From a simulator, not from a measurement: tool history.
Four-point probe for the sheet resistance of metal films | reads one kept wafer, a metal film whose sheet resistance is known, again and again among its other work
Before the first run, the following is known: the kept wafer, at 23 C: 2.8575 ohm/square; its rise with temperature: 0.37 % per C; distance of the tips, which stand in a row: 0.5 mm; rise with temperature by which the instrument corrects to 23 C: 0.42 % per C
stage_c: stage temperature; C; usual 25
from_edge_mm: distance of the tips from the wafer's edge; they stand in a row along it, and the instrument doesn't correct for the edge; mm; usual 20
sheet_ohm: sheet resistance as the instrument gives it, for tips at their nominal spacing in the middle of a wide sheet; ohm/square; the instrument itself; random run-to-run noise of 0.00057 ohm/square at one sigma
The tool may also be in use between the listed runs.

Run 1, hour 0.0: usual settings. Result: sheet_ohm 2.850446 ohm/square.
Run 2, hour 15.5: usual settings but stage_c 21 C. Result: sheet_ohm 2.854594 ohm/square.
Run 3, hour 26.2: usual settings but stage_c 21 C. Result: sheet_ohm 2.854456 ohm/square.
Run 4, hour 42.0: usual settings but stage_c 21 C. Result: sheet_ohm 2.854453 ohm/square.
Run 5, hour 58.5: usual settings but stage_c 21 C. Result: sheet_ohm 2.856029 ohm/square.
Run 6, hour 81.4: usual settings but stage_c 21 C. Result: sheet_ohm 2.854364 ohm/square.
Run 7, hour 104.2: usual settings. Result: sheet_ohm 2.849806 ohm/square.
Run 8, hour 124.5: usual settings. Result: sheet_ohm 2.849132 ohm/square.
Run 9, hour 142.1: usual settings but stage_c 21 C. Result: sheet_ohm 2.854491 ohm/square.
Run 10, hour 163.2: usual settings but stage_c 21 C. Result: sheet_ohm 2.854102 ohm/square.
Run 11, hour 181.7: usual settings. Result: sheet_ohm 2.848317 ohm/square.
Run 12, hour 199.2: usual settings. Result: sheet_ohm 2.849527 ohm/square.
Run 13, hour 212.5: usual settings but stage_c 31 C. Result: sheet_ohm 2.839972 ohm/square.
Run 14, hour 228.7: usual settings but from_edge_mm 72 mm. Result: sheet_ohm 2.847734 ohm/square.
Run 15, hour 245.2: usual settings. Result: sheet_ohm 2.848078 ohm/square.
At hour 247.2: stage's thermometer calibrated.
Run 16, hour 265.1: usual settings. Result: sheet_ohm 2.850373 ohm/square.
Run 17, hour 287.0: usual settings but from_edge_mm 57 mm. Result: sheet_ohm 2.849127 ohm/square.
Run 18, hour 298.3: usual settings but from_edge_mm 57 mm. Result: sheet_ohm 2.849036 ohm/square.
Run 19, hour 311.1: usual settings but from_edge_mm 57 mm. Result: sheet_ohm 2.848718 ohm/square.
Run 20, hour 325.1: usual settings but from_edge_mm 57 mm. Result: sheet_ohm 2.849434 ohm/square.
Run 21, hour 343.0: usual settings but from_edge_mm 23 mm. Result: sheet_ohm 2.850354 ohm/square.
At hour 359.3: stage's thermometer calibrated, once more.
Run 22, hour 359.3: usual settings but from_edge_mm 23 mm. Result: sheet_ohm 2.843391 ohm/square.
Run 23, hour 369.0: usual settings but from_edge_mm 23 mm. Result: sheet_ohm 2.843190 ohm/square.
Run 24, hour 381.4: usual settings but from_edge_mm 4 mm. Result: sheet_ohm 2.866923 ohm/square.
Run 25, hour 392.9: usual settings but from_edge_mm 4 mm. Result: sheet_ohm 2.867110 ohm/square.
Run 26, hour 411.7: usual settings but stage_c 33 C, from_edge_mm 4 mm. Result: sheet_ohm 2.856410 ohm/square.
Run 27, hour 432.3: usual settings but from_edge_mm 55 mm. Result: sheet_ohm 2.843137 ohm/square.
Run 28, hour 449.0: usual settings but from_edge_mm 55 mm. Result: sheet_ohm 2.843406 ohm/square.
Run 29, hour 465.9: usual settings but from_edge_mm 55 mm. Result: sheet_ohm 2.842302 ohm/square.
Run 30, hour 482.2: usual settings but stage_c 23 C, from_edge_mm 61 mm. Result: sheet_ohm 2.845401 ohm/square.
Run 31, hour 499.0: usual settings but stage_c 34 C, from_edge_mm 58 mm. Result: sheet_ohm 2.831394 ohm/square.
Run 32, hour 512.7: usual settings but stage_c 34 C, from_edge_mm 58 mm. Result: sheet_ohm 2.830092 ohm/square.
Run 33, hour 535.8: usual settings but from_edge_mm 44 mm. Result: sheet_ohm 2.843210 ohm/square.
Run 34, hour 547.2: usual settings but from_edge_mm 44 mm. Result: sheet_ohm 2.842927 ohm/square.
Run 35, hour 564.1: usual settings but from_edge_mm 44 mm. Result: sheet_ohm 2.843421 ohm/square.
Run 36, hour 574.4: usual settings but from_edge_mm 4 mm. Result: sheet_ohm 2.865866 ohm/square.
Run 37, hour 586.1: usual settings but stage_c 22 C, from_edge_mm 16 mm. Result: sheet_ohm 2.847838 ohm/square.
Run 38, hour 602.4: usual settings but stage_c 22 C, from_edge_mm 16 mm. Result: sheet_ohm 2.847537 ohm/square.
Run 39, hour 623.3: usual settings but stage_c 22 C, from_edge_mm 61 mm. Result: sheet_ohm 2.847111 ohm/square.
Run 40, hour 643.7: usual settings but stage_c 18 C, from_edge_mm 12 mm. Result: sheet_ohm 2.854788 ohm/square.
Run 41, hour 658.9: usual settings but stage_c 30 C, from_edge_mm 5 mm. Result: sheet_ohm 2.850653 ohm/square.
Run 42, hour 671.1: usual settings but from_edge_mm 8 mm. Result: sheet_ohm 2.848852 ohm/square.
Run 43, hour 693.1: usual settings but from_edge_mm 8 mm. Result: sheet_ohm 2.848401 ohm/square.
Run 44, hour 712.8: usual settings but stage_c 32 C, from_edge_mm 18 mm. Result: sheet_ohm 2.833576 ohm/square.

5 options for the next run, each taken on its own from the tool as it stands now. Forecast them:
Run A, hour 728.6: usual settings but stage_c 28 C, from_edge_mm 16 mm. Result: sheet_ohm ?.
Run B, hour 728.6: usual settings but stage_c 26 C, from_edge_mm 57 mm. Result: sheet_ohm ?.
Run C, hour 728.6: usual settings but from_edge_mm 6 mm. Result: sheet_ohm ?.
Run D, hour 728.6: usual settings but stage_c 29 C. Result: sheet_ohm ?.
Run E, hour 728.6: usual settings but stage_c 29 C, from_edge_mm 61 mm. Result: sheet_ohm ?.

run  sheet_ohm
  A   2.840508
  B   2.840187
  C   2.853164
  D   2.836760
  E   2.836706
Stripped of hidden state, with their random variation kept, the same runs would have yielded:
run  sheet_ohm
  A   2.853294
  B   2.852972
  C   2.866004
  D   2.849529
  E   2.849475
